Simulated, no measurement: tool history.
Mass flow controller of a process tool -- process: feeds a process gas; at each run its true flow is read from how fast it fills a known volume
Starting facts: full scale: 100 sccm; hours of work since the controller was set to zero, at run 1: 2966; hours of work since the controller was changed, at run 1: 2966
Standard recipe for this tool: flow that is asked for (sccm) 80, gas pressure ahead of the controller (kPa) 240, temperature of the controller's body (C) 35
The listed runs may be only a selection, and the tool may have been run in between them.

run	hour	flow that is asked for (sccm)	gas pressure ahead of the controller (kPa)	temperature of the controller's body (C)	hours of work since the controller was set to zero	hours of work since the controller was changed	true flow (%)
1	0.0	80	240	35	2966	2966	98.22
2	116.8	80	192	35	3013	3013	98.44
3	257.8	80	192	35	3070	3070	98.50
4	440.8	80	192	35	3144	3144	98.40
5	555.5	80	192	34	3191	3191	98.51
6	708.8	80	240	22	3253	3253	98.55
7	884.5	80	240	22	3324	3324	98.62
8	990.9	80	240	22	3367	3367	98.52
9	1108.3	80	240	22	3415	3415	98.58
10	1239.5	80	240	22	3468	3468	98.54
11	1397.6	80	240	22	3532	3532	98.52
12	1519.7	80	240	22	3581	3581	98.57
13	1603.0	80	240	35	3615	3615	98.25
14	1764.0	80	240	27	3680	3680	98.32
15	1930.2	80	263	28	3748	3748	98.22
16	2030.5	10	240	35	3788	3788	87.87
17	2188.8	51	181	35	3852	3852	96.82
18	2325.0	47	181	30	3908	3908	96.59
19	2514.8	26	217	30	3984	3984	93.92
20	2666.3	31	217	30	4046	4046	94.78
21	2812.1	37	217	24	4105	4105	95.61
22	2914.1	47	234	38	4146	4146	95.96
23	3088.4	47	234	38	4217	4217	95.98
24	3266.7	73	190	38	4289	4289	97.92
25	3445.5	69	240	35	4362	4362	97.51
26	3574.7	80	159	37	4414	4414	98.45
27	3756.6	20	145	22	4488	4488	92.93
28	3864.4	47	145	22	4531	4531	96.89

What if the next run were any one of these 3? Each begins from the tool's condition after run 28:
A	3952.5	80	153	21	4567	4567	?
B	3952.5	43	154	22	4567	4567	?
C	3952.5	48	175	28	4567	4567	?

run	true flow (%)
A	99.03
B	96.55
C	96.62
Without the tool's hidden state the same runs would have given:
run	true flow (%)
A	99.74
B	98.43
C	98.23
